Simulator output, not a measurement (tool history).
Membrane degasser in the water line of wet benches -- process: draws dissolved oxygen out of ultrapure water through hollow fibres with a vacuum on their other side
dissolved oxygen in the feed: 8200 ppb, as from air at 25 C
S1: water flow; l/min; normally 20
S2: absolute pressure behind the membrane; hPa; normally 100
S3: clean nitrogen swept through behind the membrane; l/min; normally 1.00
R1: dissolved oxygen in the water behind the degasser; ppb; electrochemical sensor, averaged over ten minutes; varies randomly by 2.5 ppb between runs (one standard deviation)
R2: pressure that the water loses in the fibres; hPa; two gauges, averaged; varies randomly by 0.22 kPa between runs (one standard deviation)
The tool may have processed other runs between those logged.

{"run": 1, "hour": 0.0, "S1": 20, "S2": 100, "S3": 1.0, "R1": 303.4, "R2": 546.6}
{"run": 2, "hour": 196.1, "S1": 20, "S2": 100, "S3": 1.0, "R1": 302.7, "R2": 548.3}
{"run": 3, "hour": 419.2, "S1": 20, "S2": 100, "S3": 1.0, "R1": 305.7, "R2": 548.3}
{"run": 4, "hour": 556.8, "S1": 20, "S2": 100, "S3": 1.0, "R1": 304.3, "R2": 544.3}
{"run": 5, "hour": 762.8, "S1": 12, "S2": 100, "S3": 1.0, "R1": 200.5, "R2": 329.8}
{"run": 6, "hour": 938.9, "S1": 12, "S2": 100, "S3": 2.28, "R1": 92.9, "R2": 331.8}
{"run": 7, "hour": 1167.2, "S1": 12, "S2": 100, "S3": 2.28, "R1": 92.9, "R2": 329.6}
{"run": 8, "hour": 1297.1, "S1": 12, "S2": 100, "S3": 2.28, "R1": 92.9, "R2": 330.4}
{"run": 9, "hour": 1432.5, "S1": 12, "S2": 100, "S3": 2.28, "R1": 93.7, "R2": 331.8}
{"run": 10, "hour": 1552.9, "S1": 12, "S2": 162, "S3": 2.28, "R1": 172.9, "R2": 329.4}
{"run": 11, "hour": 1693.9, "S1": 12, "S2": 162, "S3": 2.28, "R1": 176.2, "R2": 332.5}
{"run": 12, "hour": 1899.4, "S1": 20, "S2": 100, "S3": 1.0, "R1": 304.9, "R2": 552.6}
{"run": 13, "hour": 2086.2, "S1": 21, "S2": 100, "S3": 1.0, "R1": 325.1, "R2": 579.9}
{"run": 14, "hour": 2326.5, "S1": 21, "S2": 81, "S3": 1.0, "R1": 240.5, "R2": 581.6}
{"run": 15, "hour": 2465.7, "S1": 21, "S2": 81, "S3": 1.0, "R1": 240.3, "R2": 581.7}
{"run": 16, "hour": 2619.8, "S1": 20, "S2": 100, "S3": 1.0, "R1": 310.7, "R2": 555.9}
{"run": 17, "hour": 2772.9, "S1": 20, "S2": 100, "S3": 1.0, "R1": 307.8, "R2": 562.5}
{"run": 18, "hour": 3002.7, "S1": 20, "S2": 100, "S3": 1.0, "R1": 312.7, "R2": 558.3}
{"run": 19, "hour": 3137.1, "S1": 18, "S2": 157, "S3": 2.25, "R1": 249.1, "R2": 503.5}
{"run": 20, "hour": 3306.5, "S1": 25, "S2": 217, "S3": 1.85, "R1": 565.0, "R2": 700.9}
{"run": 21, "hour": 3442.7, "S1": 17, "S2": 123, "S3": 0.4, "R1": 724.1, "R2": 478.4}
{"run": 22, "hour": 3581.8, "S1": 20, "S2": 79, "S3": 2.68, "R1": 93.8, "R2": 558.5}
{"run": 23, "hour": 3690.3, "S1": 20, "S2": 79, "S3": 2.68, "R1": 95.2, "R2": 561.1}
{"run": 24, "hour": 3838.3, "S1": 13, "S2": 63, "S3": 0.59, "R1": 164.3, "R2": 363.4}
{"run": 25, "hour": 3982.1, "S1": 13, "S2": 63, "S3": 0.59, "R1": 164.5, "R2": 364.0}
{"run": 26, "hour": 4086.3, "S1": 20, "S2": 123, "S3": 0.59, "R1": 616.9, "R2": 559.1}
{"run": 27, "hour": 4327.7, "S1": 13, "S2": 100, "S3": 1.0, "R1": 211.7, "R2": 363.3}
{"run": 28, "hour": 4436.2, "S1": 20, "S2": 100, "S3": 1.0, "R1": 309.2, "R2": 559.6}
{"run": 29, "hour": 4572.0, "S1": 21, "S2": 161, "S3": 0.67, "R1": 782.5, "R2": 590.5}
{"run": 30, "hour": 4727.2, "S1": 20, "S2": 90, "S3": 1.0, "R1": 257.5, "R2": 565.9}
{"run": 31, "hour": 4883.3, "S1": 20, "S2": 90, "S3": 1.0, "R1": 257.5, "R2": 562.8}
{"run": 32, "hour": 5124.6, "S1": 20, "S2": 71, "S3": 2.44, "R1": 81.8, "R2": 563.7}
{"run": 33, "hour": 5334.3, "S1": 20, "S2": 71, "S3": 2.44, "R1": 80.9, "R2": 564.2}

Missing from the log above: 3 entries noted between runs. For each, name the pair of listed runs it sits between and say how the tool's hidden condition differs from the listed run just before to the listed run just after:
Between runs 23 and 24: vacuum gauge calibrated (hour 3701.7); seals of the vacuum lines changed (hour 3703.7)
  membrane still open, %: 94.8 -> 94.7; true pressure behind the membrane over the reading, kPa: 0.18 -> 0.31; air that leaks in behind the membrane, l/min: 0.034 -> 0.0018
  measured minus no-state result, R1: +8.1 -> +14.8 ppb; R2: +29.2 -> +19.3 hPa
Between runs 28 and 29: vacuum gauge calibrated, once more (hour 4569.6)
  membrane still open, %: 94.4 -> 94.3; true pressure behind the membrane over the reading, kPa: 0.33 -> 0.01; air that leaks in behind the membrane, l/min: 0.003 -> 0.0033
  measured minus no-state result, R1: +15.5 -> +2.5 ppb; R2: +31.6 -> +33.7 hPa

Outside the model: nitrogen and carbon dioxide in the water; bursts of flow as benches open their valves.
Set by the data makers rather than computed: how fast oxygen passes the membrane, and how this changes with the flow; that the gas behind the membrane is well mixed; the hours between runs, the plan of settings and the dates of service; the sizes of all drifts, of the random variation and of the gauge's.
